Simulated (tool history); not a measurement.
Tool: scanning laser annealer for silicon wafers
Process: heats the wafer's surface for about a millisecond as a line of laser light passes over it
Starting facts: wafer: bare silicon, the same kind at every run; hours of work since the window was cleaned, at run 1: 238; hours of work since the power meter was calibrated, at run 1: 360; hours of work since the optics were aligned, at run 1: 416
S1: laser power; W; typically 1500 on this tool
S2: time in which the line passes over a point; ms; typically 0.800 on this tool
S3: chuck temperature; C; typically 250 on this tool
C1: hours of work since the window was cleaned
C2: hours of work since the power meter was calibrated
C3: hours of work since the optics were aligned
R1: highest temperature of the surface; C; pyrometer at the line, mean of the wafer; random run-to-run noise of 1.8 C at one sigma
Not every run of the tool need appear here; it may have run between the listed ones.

{"run": 1, "hour": 0.0, "S1": 1500, "S2": 0.8, "S3": 250, "C1": 238, "C2": 360, "C3": 416, "R1": 1049}
{"run": 2, "hour": 10.7, "S1": 1500, "S2": 0.8, "S3": 250, "C1": 244, "C2": 366, "C3": 421, "R1": 1044}
{"run": 3, "hour": 27.6, "S1": 1573, "S2": 0.8, "S3": 250, "C1": 253, "C2": 375, "C3": 430, "R1": 1083}
{"run": 4, "hour": 46.7, "S1": 1573, "S2": 0.8, "S3": 250, "C1": 263, "C2": 384, "C3": 440, "R1": 1081}
{"run": 5, "hour": 58.7, "S1": 1500, "S2": 0.683, "S3": 250, "C1": 269, "C2": 391, "C3": 446, "R1": 990}
{"run": 6, "hour": 69.9, "S1": 1500, "S2": 0.683, "S3": 250, "C1": 275, "C2": 396, "C3": 452, "R1": 986}
{"run": 7, "hour": 79.0, "S1": 1500, "S2": 0.683, "S3": 250, "C1": 279, "C2": 401, "C3": 457, "R1": 990}
{"run": 8, "hour": 91.9, "S1": 1500, "S2": 0.683, "S3": 250, "C1": 286, "C2": 408, "C3": 463, "R1": 986}
{"run": 9, "hour": 108.5, "S1": 1500, "S2": 0.683, "S3": 250, "C1": 295, "C2": 416, "C3": 472, "R1": 984}
{"run": 10, "hour": 123.8, "S1": 1500, "S2": 0.683, "S3": 250, "C1": 302, "C2": 424, "C3": 480, "R1": 985}
{"run": 11, "hour": 132.5, "S1": 1325, "S2": 0.8, "S3": 250, "C1": 307, "C2": 429, "C3": 484, "R1": 940}
{"run": 12, "hour": 146.1, "S1": 1325, "S2": 0.8, "S3": 250, "C1": 314, "C2": 436, "C3": 491, "R1": 941}
{"run": 13, "hour": 163.6, "S1": 1325, "S2": 0.8, "S3": 250, "C1": 323, "C2": 445, "C3": 501, "R1": 941}
{"run": 14, "hour": 177.5, "S1": 1325, "S2": 0.8, "S3": 250, "C1": 330, "C2": 452, "C3": 508, "R1": 940}
{"hour": 185.0, "done": "window over the wafer cleaned"}
{"run": 15, "hour": 189.4, "S1": 1325, "S2": 0.8, "S3": 250, "C1": 2, "C2": 457, "C3": 513, "R1": 978}
{"run": 16, "hour": 204.9, "S1": 1325, "S2": 0.816, "S3": 250, "C1": 10, "C2": 465, "C3": 521, "R1": 975}
{"hour": 210.8, "done": "optics aligned, line set to its width"}
{"run": 17, "hour": 225.5, "S1": 1325, "S2": 0.816, "S3": 250, "C1": 18, "C2": 473, "C3": 8, "R1": 973}
{"run": 18, "hour": 235.7, "S1": 1325, "S2": 0.816, "S3": 250, "C1": 24, "C2": 478, "C3": 13, "R1": 972}
{"run": 19, "hour": 250.3, "S1": 1325, "S2": 0.816, "S3": 250, "C1": 31, "C2": 486, "C3": 20, "R1": 972}
{"run": 20, "hour": 259.4, "S1": 1325, "S2": 0.816, "S3": 250, "C1": 36, "C2": 491, "C3": 25, "R1": 974}
{"run": 21, "hour": 277.8, "S1": 1325, "S2": 0.816, "S3": 250, "C1": 45, "C2": 500, "C3": 35, "R1": 971}
{"run": 22, "hour": 296.4, "S1": 1325, "S2": 0.816, "S3": 250, "C1": 55, "C2": 510, "C3": 44, "R1": 969}
{"run": 23, "hour": 309.8, "S1": 1325, "S2": 0.816, "S3": 250, "C1": 62, "C2": 517, "C3": 51, "R1": 968}
{"run": 24, "hour": 319.8, "S1": 1528, "S2": 0.975, "S3": 265, "C1": 67, "C2": 522, "C3": 56, "R1": 1161}
{"hour": 330.9, "done": "optics aligned, line set to its width, once more"}
{"run": 25, "hour": 334.5, "S1": 1619, "S2": 0.795, "S3": 223, "C1": 72, "C2": 527, "C3": 2, "R1": 1106}
{"run": 26, "hour": 342.8, "S1": 1619, "S2": 0.795, "S3": 223, "C1": 76, "C2": 531, "C3": 6, "R1": 1102}
{"run": 27, "hour": 356.8, "S1": 1619, "S2": 0.795, "S3": 223, "C1": 84, "C2": 538, "C3": 13, "R1": 1107}
{"run": 28, "hour": 372.8, "S1": 1340, "S2": 0.873, "S3": 223, "C1": 92, "C2": 547, "C3": 22, "R1": 978}
{"run": 29, "hour": 385.4, "S1": 1340, "S2": 0.873, "S3": 223, "C1": 98, "C2": 553, "C3": 28, "R1": 974}
{"run": 30, "hour": 398.5, "S1": 1500, "S2": 0.699, "S3": 242, "C1": 105, "C2": 560, "C3": 35, "R1": 1011}
{"run": 31, "hour": 409.4, "S1": 1500, "S2": 0.699, "S3": 242, "C1": 111, "C2": 566, "C3": 41, "R1": 1009}
{"run": 32, "hour": 421.6, "S1": 1500, "S2": 0.852, "S3": 261, "C1": 117, "C2": 572, "C3": 47, "R1": 1098}
{"run": 33, "hour": 437.9, "S1": 1500, "S2": 0.965, "S3": 284, "C1": 126, "C2": 580, "C3": 55, "R1": 1165}
{"run": 34, "hour": 454.4, "S1": 1500, "S2": 0.831, "S3": 246, "C1": 134, "C2": 589, "C3": 64, "R1": 1068}
{"run": 35, "hour": 463.3, "S1": 1500, "S2": 0.831, "S3": 246, "C1": 139, "C2": 594, "C3": 68, "R1": 1067}
{"run": 36, "hour": 473.5, "S1": 1500, "S2": 0.744, "S3": 230, "C1": 144, "C2": 599, "C3": 74, "R1": 1015}
{"run": 37, "hour": 486.1, "S1": 1500, "S2": 0.744, "S3": 230, "C1": 150, "C2": 605, "C3": 80, "R1": 1014}
{"run": 38, "hour": 505.9, "S1": 1342, "S2": 0.608, "S3": 282, "C1": 161, "C2": 616, "C3": 91, "R1": 918}
{"run": 39, "hour": 520.7, "S1": 1500, "S2": 0.59, "S3": 263, "C1": 168, "C2": 623, "C3": 98, "R1": 970}

Some steps in R1 between neighbouring runs. How much of each would the tool show without its hidden state too (settings, what came in, random variation), and how much is left for the hidden state, with any gauge scatter that isn't in both results?
The hidden state here: light that passes the window, % of a clean one's; laser's true power over the reading, %; width of the line over the set one, %; drift of the gauge itself on peak_c, C.
Run 14 -> 15: window over the wafer cleaned. R1 +38 C: hidden state +34, all else +4.
Run 23 -> 24: S1 1325 -> 1528, S2 0.816 -> 0.975, S3 250 -> 265. R1 +193 C: hidden state -6, all else +199.
Run 24 -> 25: S1 1528 -> 1619, S2 0.975 -> 0.795, S3 265 -> 223, optics aligned, line set to its width, once more. R1 -55 C: hidden state +11, all else -66.
Run 27 -> 28: S1 1619 -> 1340, S2 0.795 -> 0.873. R1 -129 C: hidden state +1, all else -130.
Run 33 -> 34: S2 0.965 -> 0.831, S3 284 -> 246. R1 -97 C: hidden state +0, all else -97.

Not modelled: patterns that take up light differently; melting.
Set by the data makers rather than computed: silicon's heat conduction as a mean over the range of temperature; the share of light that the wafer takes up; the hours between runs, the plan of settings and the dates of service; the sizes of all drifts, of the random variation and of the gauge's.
